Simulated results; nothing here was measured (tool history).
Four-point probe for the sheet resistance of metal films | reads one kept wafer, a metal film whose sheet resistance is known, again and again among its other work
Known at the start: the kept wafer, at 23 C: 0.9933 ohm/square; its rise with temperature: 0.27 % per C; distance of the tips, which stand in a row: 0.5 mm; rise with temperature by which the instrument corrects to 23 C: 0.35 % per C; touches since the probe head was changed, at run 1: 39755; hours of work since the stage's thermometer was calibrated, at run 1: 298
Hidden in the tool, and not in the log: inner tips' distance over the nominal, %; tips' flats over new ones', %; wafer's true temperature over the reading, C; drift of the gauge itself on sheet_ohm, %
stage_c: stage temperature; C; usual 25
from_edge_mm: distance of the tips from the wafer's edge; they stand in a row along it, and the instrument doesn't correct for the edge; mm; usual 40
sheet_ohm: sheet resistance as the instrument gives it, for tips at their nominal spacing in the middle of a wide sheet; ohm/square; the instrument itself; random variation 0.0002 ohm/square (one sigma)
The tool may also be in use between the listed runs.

| run | hour | stage_c | from_edge_mm | touches since the probe head was changed | hours of work since the stage's thermometer was calibrated | sheet_ohm |
|---|---|---|---|---|---|---|
| 1 | 0.0 | 25 | 40 | 39755 | 298 | 0.998582 |
| 2 | 48.9 | 26 | 40 | 40629 | 322 | 0.998234 |
| 3 | 123.1 | 25 | 40 | 41955 | 357 | 0.998814 |
| 4 | 174.5 | 25 | 40 | 42875 | 382 | 0.998621 |
| 5 | 223.8 | 25 | 40 | 43755 | 406 | 0.999553 |
| 6 | 282.5 | 25 | 40 | 44805 | 435 | 0.999095 |
| 7 | 342.1 | 25 | 40 | 45871 | 464 | 0.999339 |
| 8 | 430.5 | 25 | 40 | 47452 | 506 | 0.999958 |
| 9 | 510.2 | 25 | 40 | 48876 | 545 | 0.999804 |
| 10 | 556.2 | 25 | 40 | 49698 | 567 | 0.999962 |
| 11 | 604.5 | 25 | 40 | 50562 | 591 | 1.000411 |
| 12 | 653.7 | 25 | 40 | 51442 | 615 | 1.000439 |
| 13 | 694.6 | 25 | 40 | 52173 | 634 | 1.000212 |
| 14 | 761.5 | 25 | 40 | 53368 | 667 | 1.001294 |
| 15 | 842.4 | 20 | 40 | 54815 | 706 | 1.004882 |
| 16 | 905.5 | 20 | 40 | 55943 | 737 | 1.005051 |
| 17 | 982.7 | 24 | 40 | 57324 | 774 | 1.001894 |
| 18 | 1069.4 | 24 | 40 | 58873 | 816 | 1.002264 |
| 19 | 1143.6 | 25 | 40 | 60201 | 852 | 1.002154 |
| 20 | 1226.4 | 25 | 40 | 61680 | 892 | 1.002304 |
| 21 | 1263.6 | 25 | 40 | 62345 | 910 | 1.002343 |
| 22 | 1351.6 | 25 | 40 | 63918 | 953 | 1.002793 |
| 23 | 1396.0 | 25 | 16 | 64712 | 974 | 1.003081 |
| 24 | 1445.8 | 32 | 40 | 65603 | 998 | 0.997885 |
| 25 | 1486.3 | 24 | 19 | 66326 | 1018 | 1.003742 |
| 26 | 1533.6 | 24 | 19 | 67172 | 1041 | 1.004265 |
| 27 | 1590.0 | 23 | 17 | 68181 | 1068 | 1.005234 |
| 28 | 1676.4 | 23 | 17 | 69726 | 1110 | 1.005547 |
| 29 | 1721.5 | 35 | 4 | 70531 | 1132 | 1.004864 |
| 30 | 1782.7 | 35 | 4 | 71627 | 1162 | 1.005220 |
| 31 | 1833.2 | 35 | 4 | 72528 | 1186 | 1.005477 |
| 32 | 1924.5 | 34 | 12 | 74161 | 1230 | 0.998856 |
| 33 | 2001.9 | 25 | 34 | 75544 | 1268 | 1.004837 |
| 34 | 2082.6 | 25 | 16 | 76988 | 1307 | 1.005275 |
| 35 | 2143.8 | 25 | 16 | 78082 | 1336 | 1.005782 |
| 36 | 2220.5 | 27 | 70 | 79454 | 1374 | 1.004159 |
| 37 | 2304.2 | 19 | 11 | 80949 | 1414 | 1.010646 |
| 38 | 2392.5 | 19 | 62 | 82527 | 1457 | 1.010121 |
| 39 | 2461.8 | 26 | 10 | 83766 | 1490 | 1.006791 |
| 40 | 2509.3 | 33 | 40 | 84617 | 1514 | 1.000468 |
| 41 | 2555.0 | 33 | 40 | 85433 | 1536 | 1.000720 |
| 42 | 2612.5 | 30 | 3 | 86461 | 1564 | 1.017806 |
| 43 | 2651.0 | 30 | 3 | 87149 | 1582 | 1.017980 |
| 44 | 2694.5 | 30 | 3 | 87927 | 1603 | 1.017875 |
|  | 2710.3 | stage's thermometer calibrated |
| 45 | 2758.5 | 30 | 3 | 89063 | 23 | 1.016517 |

4 ways to go on from here, each from the tool as it stands after run 45. What would each give?
|  | 2780.6 | new probe head fitted |
| A | 2810.0 | 31 | 30 | 526 | 48 | ? |
|  | 2780.6 | new probe head fitted |
| B | 2810.0 | 32 | 3 | 526 | 48 | ? |
|  | 2780.6 | new probe head fitted |
| C | 2810.0 | 25 | 8 | 526 | 48 | ? |
|  | 2780.6 | new probe head fitted |
| D | 2810.0 | 19 | 4 | 526 | 48 | ? |

| run | sheet_ohm |
|---|---|
| A | 0.989370 |
| B | 1.003315 |
| C | 0.995881 |
| D | 1.006139 |
Without the tool's hidden state the same runs would have given:
| run | sheet_ohm |
|---|---|
| A | 0.987668 |
| B | 1.001591 |
| C | 0.994168 |
| D | 1.004411 |

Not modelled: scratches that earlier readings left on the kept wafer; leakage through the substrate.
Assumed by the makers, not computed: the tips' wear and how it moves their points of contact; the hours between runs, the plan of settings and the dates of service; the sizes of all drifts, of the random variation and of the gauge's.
